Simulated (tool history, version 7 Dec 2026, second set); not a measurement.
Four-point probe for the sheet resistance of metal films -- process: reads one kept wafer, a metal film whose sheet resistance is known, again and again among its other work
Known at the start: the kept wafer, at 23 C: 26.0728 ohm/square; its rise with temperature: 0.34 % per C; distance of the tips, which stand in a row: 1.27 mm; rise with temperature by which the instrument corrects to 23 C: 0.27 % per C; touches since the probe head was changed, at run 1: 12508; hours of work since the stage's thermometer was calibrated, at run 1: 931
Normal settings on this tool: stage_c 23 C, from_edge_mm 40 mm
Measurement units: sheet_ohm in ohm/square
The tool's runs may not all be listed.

| run | hour | stage_c | from_edge_mm | touches since the probe head was changed | hours of work since the stage's thermometer was calibrated | sheet_ohm |
|---|---|---|---|---|---|---|
| 1 | 0 | 23 | 40 | 12508 | 931 | 26.026029 |
| 2 | 33.7 | 23 | 40 | 13449 | 957 | 26.041702 |
| 3 | 57.6 | 25 | 40 | 14117 | 975 | 26.065473 |
| 4 | 91.4 | 28 | 40 | 15061 | 1001 | 26.126407 |
| 5 | 129.3 | 26 | 40 | 16118 | 1030 | 26.098366 |
| 6 | 154.1 | 23 | 40 | 16812 | 1050 | 26.043004 |
| 7 | 197.7 | 23 | 40 | 18030 | 1083 | 26.043328 |
| 8 | 218.8 | 23 | 40 | 18619 | 1099 | 26.038402 |
|  | 221.2 | stage's thermometer calibrated |
| 9 | 249.6 | 23 | 40 | 19464 | 22 | 26.0448 |
| 10 | 268.3 | 23 | 40 | 19987 | 36 | 26.035922 |
| 11 | 292.7 | 23 | 22 | 20667 | 55 | 26.093644 |
| 12 | 315.2 | 23 | 22 | 21296 | 73 | 26.084984 |
| 13 | 346 | 23 | 22 | 22156 | 96 | 26.080777 |
| 14 | 377.4 | 23 | 22 | 23033 | 120 | 26.087949 |
| 15 | 412.7 | 23 | 38 | 24021 | 148 | 26.054538 |
| 16 | 445.1 | 25 | 27 | 24923 | 173 | 26.105607 |
|  | 473.9 | stage's thermometer calibrated, once more |
| 17 | 488.9 | 31 | 44 | 26134 | 12 | 26.185343 |
| 18 | 528.2 | 18 | 10 | 27231 | 42 | 26.154365 |
| 19 | 554.1 | 20 | 8 | 27955 | 62 | 26.329224 |
| 20 | 589.5 | 21 | 12 | 28942 | 89 | 26.154219 |
| 21 | 615 | 21 | 12 | 29656 | 109 | 26.150205 |
| 22 | 654.2 | 30 | 12 | 30750 | 139 | 26.317537 |
| 23 | 675.8 | 33 | 11 | 31354 | 156 | 26.398761 |
| 24 | 701.8 | 32 | 6 | 32079 | 176 | 26.79848 |
| 25 | 745.8 | 32 | 6 | 33309 | 210 | 26.820823 |

Pick out some run-to-run changes in sheet_ohm. Of each, how much would a tool without hidden state show as well, from the settings, what came in and chance, and how much is left for the hidden state and any gauge scatter not in both results compared?
The tool's hidden condition here consists of: inner tips' distance over the nominal, %; tips' flats over new ones', %; wafer's true temperature over the reading, C; drift of the gauge itself on sheet_ohm, %.
Run 8 -> 9: stage's thermometer calibrated. sheet_ohm +0.006398 ohm/square: hidden state +0.003748, all else +0.00265.
Run 16 -> 17: stage_c 25 -> 31, from_edge_mm 27 -> 44, stage's thermometer calibrated, once more. sheet_ohm +0.079736 ohm/square: hidden state -0.017042, all else +0.096778.
Run 19 -> 20: stage_c 20 -> 21, from_edge_mm 8 -> 12. sheet_ohm -0.175005 ohm/square: hidden state +0.002158, all else -0.177163.
Run 23 -> 24: stage_c 33 -> 32, from_edge_mm 11 -> 6. sheet_ohm +0.399719 ohm/square: hidden state +0.000967, all else +0.398752.
